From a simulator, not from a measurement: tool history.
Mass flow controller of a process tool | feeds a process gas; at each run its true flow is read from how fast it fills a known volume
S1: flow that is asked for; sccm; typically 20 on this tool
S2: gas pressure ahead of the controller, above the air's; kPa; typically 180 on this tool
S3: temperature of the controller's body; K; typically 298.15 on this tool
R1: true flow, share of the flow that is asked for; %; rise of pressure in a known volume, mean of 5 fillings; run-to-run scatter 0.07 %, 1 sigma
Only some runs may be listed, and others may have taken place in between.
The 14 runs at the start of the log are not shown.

run,day,S1,S2,S3,R1
15,45.454,26,180,298.15,98.04
16,47.612,26,180,298.15,97.96
17,49.904,26,180,298.15,97.83
18,54.096,20,180,298.15,97.26
19,58.688,20,180,298.15,97.22
20,60.833,9,180,298.15,95.74
21,63.783,9,180,312.15,97.4
22,67.85,9,180,312.15,97.23
23,70.317,18,180,298.15,96.94
24,73.65,20,180,297.15,97.1
25,76.767,10,169,304.15,96.48
26,78.983,20,180,310.15,98.45
27,82.571,10,179,301.15,95.86
28,86.625,10,179,301.15,95.82
29,90.438,43,218,299.15,98.81
30,92.679,43,218,299.15,98.77
31,96.075,20,200,298.15,96.68
32,100.55,50,159,298.15,99.2
33,103.567,18,201,293.15,95.86
34,105.921,7,210,302.15,94.42
35,108.567,7,210,302.15,94.42

Predict the results of run 36:
36,112.479,9,176,310.15,?

R1: 95.95 %
Without the tool's hidden state the same run would have given R1 98.75 %.

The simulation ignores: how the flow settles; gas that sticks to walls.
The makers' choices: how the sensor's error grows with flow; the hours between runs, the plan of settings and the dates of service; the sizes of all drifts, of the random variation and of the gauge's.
